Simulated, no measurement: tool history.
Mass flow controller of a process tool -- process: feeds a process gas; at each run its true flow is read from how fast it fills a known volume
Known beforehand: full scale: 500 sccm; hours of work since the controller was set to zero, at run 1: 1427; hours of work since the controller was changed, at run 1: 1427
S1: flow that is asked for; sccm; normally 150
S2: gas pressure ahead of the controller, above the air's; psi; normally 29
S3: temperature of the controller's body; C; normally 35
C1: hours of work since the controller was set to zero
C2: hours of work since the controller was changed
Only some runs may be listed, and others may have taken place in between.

Run 1, hour 0: usual settings; C1 1427; C2 1427. Result: true flow (%) 100.61.
Run 2, hour 78.5: usual settings; C1 1489; C2 1489. Result: true flow (%) 100.73.
Run 3, hour 123: usual settings but S1 154 sccm; C1 1524; C2 1524. Result: true flow (%) 100.62.
Run 4, hour 193.6: usual settings but S1 121 sccm; C1 1580; C2 1580. Result: true flow (%) 100.78.
At hour 200.1: controller's zero set anew.
Run 5, hour 263.4: usual settings but S1 121 sccm; C1 50; C2 1635. Result: true flow (%) 101.28.
Run 6, hour 343.5: usual settings but S1 121 sccm; C1 113; C2 1698. Result: true flow (%) 101.21.
Run 7, hour 415.2: usual settings but S1 128 sccm; C1 170; C2 1755. Result: true flow (%) 101.26.
Run 8, hour 467.5: usual settings but S1 423 sccm, S2 31.9 psi, S3 30 C; C1 211; C2 1796. Result: true flow (%) 100.08.
Run 9, hour 527.5: usual settings but S1 423 sccm, S2 22.3 psi, S3 30 C; C1 258; C2 1843. Result: true flow (%) 100.64.
Run 10, hour 596.4: usual settings but S1 304 sccm, S2 22.3 psi, S3 29 C; C1 313; C2 1897. Result: true flow (%) 100.6.
At hour 647.8: controller's zero set anew, once more.
Run 11, hour 661.3: usual settings but S1 304 sccm, S2 22.3 psi, S3 29 C; C1 11; C2 1948. Result: true flow (%) 100.02.
Run 12, hour 699.8: usual settings but S1 424 sccm, S2 28.7 psi, S3 37 C; C1 41; C2 1979. Result: true flow (%) 100.23.

Each row is a separate what-if for the run after 12, all from the same tool condition, not one after another. Results?
Run A, hour 750: usual settings but S1 424 sccm, S2 32.3 psi, S3 37 C; C1 81; C2 2018. Result: true flow (%) ?.
Run B, hour 750: usual settings but S1 156 sccm, S2 21.5 psi, S3 37 C; C1 81; C2 2018. Result: true flow (%) ?.
Run C, hour 750: usual settings but S1 56 sccm, S2 40.3 psi; C1 81; C2 2018. Result: true flow (%) ?.
Run D, hour 750: usual settings but S1 423 sccm, S2 40.3 psi, S3 24 C; C1 81; C2 2018. Result: true flow (%) ?.
Run E, hour 750: usual settings but S1 67 sccm, S2 30.9 psi, S3 25 C; C1 81; C2 2018. Result: true flow (%) ?.

run  true flow (%)
  A          99.98
  B         100.14
  C          99.43
  D          99.39
  E          99.52
Take away the tool's hidden state, keep each run's random variation, and the runs would have read:
run  true flow (%)
  A         100.07
  B         100.18
  C          99.33
  D          99.47
  E          99.46

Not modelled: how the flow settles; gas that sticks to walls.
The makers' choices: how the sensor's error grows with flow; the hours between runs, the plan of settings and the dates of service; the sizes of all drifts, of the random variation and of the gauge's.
